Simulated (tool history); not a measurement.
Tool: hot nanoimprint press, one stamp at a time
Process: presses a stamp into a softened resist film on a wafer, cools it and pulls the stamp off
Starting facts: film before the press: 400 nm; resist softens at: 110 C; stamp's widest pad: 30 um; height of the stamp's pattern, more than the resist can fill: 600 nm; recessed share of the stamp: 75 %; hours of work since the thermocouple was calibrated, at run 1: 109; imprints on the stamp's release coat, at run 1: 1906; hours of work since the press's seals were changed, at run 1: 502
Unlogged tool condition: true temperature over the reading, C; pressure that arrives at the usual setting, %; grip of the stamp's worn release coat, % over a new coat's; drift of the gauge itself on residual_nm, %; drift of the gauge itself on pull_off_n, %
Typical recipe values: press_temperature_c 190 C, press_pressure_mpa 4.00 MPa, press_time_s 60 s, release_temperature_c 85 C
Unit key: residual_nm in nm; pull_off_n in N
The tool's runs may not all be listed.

run   hour  press_temperature_c  press_pressure_mpa  press_time_s  release_temperature_c  hours of work since the thermocouple was calibrated  imprints on the stamp's release coat  hours of work since the press's seals were changed  residual_nm  pull_off_n
  1    0.0                  190                4.00            60                     85                                                  109                                  1906                                                 502        192.0         173
  2   20.7                  190                4.00            60                     85                                                  124                                  2017                                                 517        192.3         172
      35.9  -- stamp cleaned and given a new release coat
  3   52.4                  190                4.00            60                     71                                                  143                                    89                                                 536        188.5         190
  4   76.4                  190                4.00            60                     71                                                  161                                   218                                                 554        192.2         194
  5   91.6                  190                4.00            60                     85                                                  172                                   300                                                 565        195.1         169
  6  105.8                  187                4.00            60                     85                                                  182                                   377                                                 576        214.0         173
  7  132.2                  201                5.50            82                     85                                                  202                                   519                                                 595         96.4         177
  8  147.1                  201                5.50            82                     85                                                  213                                   599                                                 606         96.3         178
  9  164.5                  190                3.64            50                     85                                                  226                                   693                                                 619        212.7         173
     184.6  -- press's hydraulic seals changed and the load cell set to zero
 10  184.6                  190                3.64            46                     88                                                  235                                   758                                                   0        221.3         168

Predict each of these 3 candidate next runs independently; none follows another, all start after run 10:
  A  200.4                  194                6.31            46                     72                                                  246                                   843                                                  12            ?           ?
  B  200.4                  198                3.64           113                     76                                                  246                                   843                                                  12            ?           ?
  C  200.4                  190                3.64            46                     91                                                  246                                   843                                                  12            ?           ?

run  residual_nm  pull_off_n
  A        147.3         189
  B        114.5         183
  C        217.4         177
What these runs would have given with no unlogged condition in the tool:
run  residual_nm  pull_off_n
  A        147.1         188
  B        114.3         182
  C        217.2         176

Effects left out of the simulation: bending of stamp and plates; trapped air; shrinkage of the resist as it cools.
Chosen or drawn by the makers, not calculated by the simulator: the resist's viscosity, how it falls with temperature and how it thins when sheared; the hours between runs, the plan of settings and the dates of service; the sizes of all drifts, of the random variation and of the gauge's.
